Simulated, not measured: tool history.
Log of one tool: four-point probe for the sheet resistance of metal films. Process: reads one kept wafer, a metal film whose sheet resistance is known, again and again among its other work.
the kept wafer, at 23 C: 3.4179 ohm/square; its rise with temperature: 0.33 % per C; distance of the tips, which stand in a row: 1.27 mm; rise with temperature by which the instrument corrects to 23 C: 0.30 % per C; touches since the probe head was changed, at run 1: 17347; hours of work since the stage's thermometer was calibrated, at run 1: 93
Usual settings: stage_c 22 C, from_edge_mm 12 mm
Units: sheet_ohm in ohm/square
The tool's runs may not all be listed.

run,hour,stage_c,from_edge_mm,touches since the probe head was changed,hours of work since the stage's thermometer was calibrated,sheet_ohm
1,0,22,12,17347,93,3.405983
2,28.4,22,12,18506,116,3.407191
3,62.9,22,12,19914,143,3.406331
4,99.9,22,12,21427,173,3.407468
5,157.3,22,12,23772,219,3.407847
6,218.1,22,12,26255,268,3.409247
7,252.9,24,12,27676,295,3.41091
8,292.2,22,55,29281,327,3.390299
9,326.1,22,55,30666,354,3.389844
10,376.5,22,55,32725,394,3.39003
11,418.2,28,12,34429,427,3.41646
12,475,28,12,36746,473,3.417164
13,509.2,33,12,38145,500,3.423478
14,563.2,22,12,40349,543,3.410125
15,611.9,22,12,42339,582,3.410313
16,656.4,22,12,44155,618,3.411201
17,684.5,20,12,45306,640,3.408651
18,733.8,20,12,47318,680,3.409394
19,779.6,20,12,49191,716,3.409721
20,818.5,20,72,50778,747,3.389552
21,868.1,22,12,52804,787,3.413064
22,920.4,22,12,54941,829,3.413736
23,967,22,12,56842,866,3.413459
24,1024.6,20,16,59195,912,3.403308

The next listed run, before its measurement:
# hour 1031: stage's thermometer calibrated
25,1067.5,20,68,60927,29,?

{"run 25": {"sheet_ohm": 3.393473}}
Without the tool's hidden state the same run would have given sheet_ohm 3.41574 ohm/square.
